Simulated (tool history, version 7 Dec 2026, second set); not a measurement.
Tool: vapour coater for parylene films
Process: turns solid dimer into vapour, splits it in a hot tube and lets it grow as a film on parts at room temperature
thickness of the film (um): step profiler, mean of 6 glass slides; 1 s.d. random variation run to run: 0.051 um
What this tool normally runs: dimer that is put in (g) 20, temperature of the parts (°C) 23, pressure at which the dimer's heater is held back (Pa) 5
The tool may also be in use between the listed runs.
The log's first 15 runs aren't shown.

run	hour	dimer that is put in (g)	temperature of the parts (°C)	pressure at which the dimer's heater is held back (Pa)	thickness of the film (um)
16	246.5	20	34	5	5.4
17	265.4	20	34	5.02	5.27
18	289.9	8	16	5	3.81
19	315.3	14	31	5.98	3.98
20	339.8	18	24	5.98	6.34
21	367.1	14	33	2.02	4.58
22	389.6	10	16	9.63	4.22
23	410.3	10	16	5.45	4.71
24	433.1	10	16	5.45	4.71
25	448	12	29	2.53	4.19
26	471.2	16	23	5	6.1
27	498.7	16	23	5	6.1
28	526	10	24	2.6	4.09
29	537.4	10	24	2.6	4.12
30	558.9	20	20	3.9	8.76
31	585.4	20	20	3.9	8.78
32	600.3	20	20	3.9	8.74

3 options for the next run, each taken on its own from the tool as it stands now. Forecast them:
A	621.3	25	19	3.9	?
B	621.3	13	20	3.9	?
C	621.3	9	24	2.84	?

run	thickness of the film (um)
A	11.26
B	5.62
C	3.6
Without the tool's unlogged condition, the same runs would have read:
run	thickness of the film (um)
A	11.28
B	5.63
C	3.61
